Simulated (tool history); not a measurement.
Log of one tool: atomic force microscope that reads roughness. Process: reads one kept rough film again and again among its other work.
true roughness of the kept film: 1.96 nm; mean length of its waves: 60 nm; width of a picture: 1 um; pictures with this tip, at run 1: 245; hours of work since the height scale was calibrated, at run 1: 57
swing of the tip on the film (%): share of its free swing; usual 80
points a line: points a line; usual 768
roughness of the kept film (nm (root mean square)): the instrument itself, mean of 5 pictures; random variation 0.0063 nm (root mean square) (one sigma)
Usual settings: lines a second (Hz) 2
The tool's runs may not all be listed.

| run | hour | lines a second (Hz) | swing of the tip on the film (%) | points a line | pictures with this tip | hours of work since the height scale was calibrated | roughness of the kept film (nm (root mean square)) |
|---|---|---|---|---|---|---|---|
| 1 | 0 | 2 | 80 | 768 | 245 | 57 | 1.741 |
| 2 | 5.5 | 2 | 80 | 768 | 254 | 60 | 1.733 |
| 3 | 12.6 | 2 | 80 | 768 | 265 | 64 | 1.73 |
| 4 | 22.1 | 2 | 80 | 768 | 281 | 69 | 1.725 |
| 5 | 29 | 2 | 80 | 768 | 292 | 72 | 1.733 |
|  | 30.4 | new tip fitted |
| 6 | 34.6 | 2 | 80 | 768 | 7 | 75 | 1.755 |
| 7 | 43.5 | 2 | 80 | 298 | 22 | 79 | 1.76 |
| 8 | 52.5 | 2.15 | 80 | 768 | 36 | 84 | 1.747 |
| 9 | 62.3 | 2.15 | 80 | 601 | 53 | 89 | 1.745 |
| 10 | 70.2 | 2.15 | 80 | 601 | 66 | 93 | 1.755 |
| 11 | 77.1 | 2.15 | 80 | 601 | 77 | 97 | 1.746 |
| 12 | 81.7 | 2.15 | 80 | 601 | 85 | 99 | 1.749 |
| 13 | 91.8 | 2 | 80 | 848 | 101 | 104 | 1.751 |
| 14 | 102 | 2.32 | 80 | 768 | 118 | 110 | 1.719 |
| 15 | 110.7 | 1.38 | 80 | 768 | 132 | 114 | 1.784 |
| 16 | 117.3 | 1.38 | 80 | 768 | 143 | 118 | 1.781 |
| 17 | 123.7 | 1.38 | 80 | 768 | 154 | 121 | 1.79 |
| 18 | 131.2 | 2 | 80 | 768 | 166 | 125 | 1.745 |
| 19 | 136.4 | 1.52 | 80 | 768 | 175 | 127 | 1.763 |
| 20 | 144.9 | 3.93 | 80 | 768 | 189 | 132 | 1.613 |
| 21 | 151 | 3.93 | 80 | 768 | 199 | 135 | 1.602 |
| 22 | 155.2 | 3.93 | 80 | 768 | 206 | 137 | 1.606 |
| 23 | 162.5 | 3.93 | 80 | 768 | 218 | 141 | 1.607 |
| 24 | 167.1 | 3.93 | 80 | 768 | 225 | 143 | 1.615 |
| 25 | 173.6 | 3.67 | 70 | 768 | 236 | 147 | 1.729 |
| 26 | 182.7 | 0.58 | 70 | 768 | 251 | 151 | 1.856 |
| 27 | 192.4 | 0.58 | 56 | 768 | 267 | 156 | 1.882 |
| 28 | 200.7 | 0.58 | 56 | 768 | 281 | 161 | 1.876 |
|  | 208.5 | new tip fitted |
| 29 | 210.7 | 0.83 | 76 | 768 | 4 | 165 | 1.864 |
| 30 | 220.6 | 0.83 | 76 | 768 | 20 | 171 | 1.855 |
| 31 | 229.2 | 1.26 | 74 | 768 | 34 | 175 | 1.842 |
|  | 230.7 | height scale calibrated on a step standard |
| 32 | 238 | 1.26 | 74 | 768 | 47 | 4 | 1.843 |
| 33 | 244.9 | 1.26 | 74 | 768 | 58 | 7 | 1.839 |
| 34 | 249.5 | 2.05 | 58 | 642 | 66 | 10 | 1.868 |
| 35 | 255.5 | 1.44 | 57 | 642 | 76 | 13 | 1.89 |
| 36 | 259.8 | 1.44 | 85 | 936 | 83 | 15 | 1.765 |
| 37 | 268.6 | 2.69 | 65 | 768 | 97 | 20 | 1.825 |
| 38 | 277.6 | 2 | 75 | 651 | 112 | 24 | 1.78 |
|  | 283.9 | height scale calibrated on a step standard, once more |
| 39 | 287.9 | 2 | 59 | 470 | 128 | 2 | 1.859 |
| 40 | 294.5 | 0.52 | 80 | 410 | 138 | 5 | 1.861 |
| 41 | 300.2 | 0.52 | 80 | 410 | 148 | 8 | 1.872 |
| 42 | 304.3 | 3.72 | 80 | 273 | 155 | 11 | 1.612 |
| 43 | 309.1 | 1.32 | 80 | 592 | 163 | 13 | 1.792 |
| 44 | 314.4 | 1.4 | 73 | 321 | 171 | 16 | 1.816 |

Measured less the same run without the tool's hidden state. The same run-to-run variation is in both; the gauge's scatter may not be:
The hidden state here: radius of the tip, nm; height scale over the true one, %; drift of the gauge itself on roughness_nm, %.
| run | roughness of the kept film (nm (root mean square)) |
|---|---|
| 1 | -0.03 |
| 2 | -0.031 |
| 3 | -0.032 |
| 4 | -0.034 |
| 5 | -0.035 |
| 6 | -0.005 |
| 7 | -0.007 |
| 8 | -0.008 |
| 9 | -0.011 |
| 10 | -0.012 |
| 11 | -0.014 |
| 12 | -0.015 |
| 13 | -0.017 |
| 14 | -0.019 |
| 15 | -0.021 |
| 16 | -0.022 |
| 17 | -0.024 |
| 18 | -0.025 |
| 19 | -0.026 |
| 20 | -0.026 |
| 21 | -0.027 |
| 22 | -0.028 |
| 23 | -0.029 |
| 24 | -0.03 |
| 25 | -0.033 |
| 26 | -0.037 |
| 27 | -0.04 |
| 28 | -0.042 |
| 29 | -0.004 |
| 30 | -0.006 |
| 31 | -0.007 |
| 32 | -0.009 |
| 33 | -0.01 |
| 34 | -0.012 |
| 35 | -0.013 |
| 36 | -0.013 |
| 37 | -0.015 |
| 38 | -0.017 |
| 39 | -0.017 |
| 40 | -0.019 |
| 41 | -0.02 |
| 42 | -0.018 |
| 43 | -0.021 |
| 44 | -0.023 |
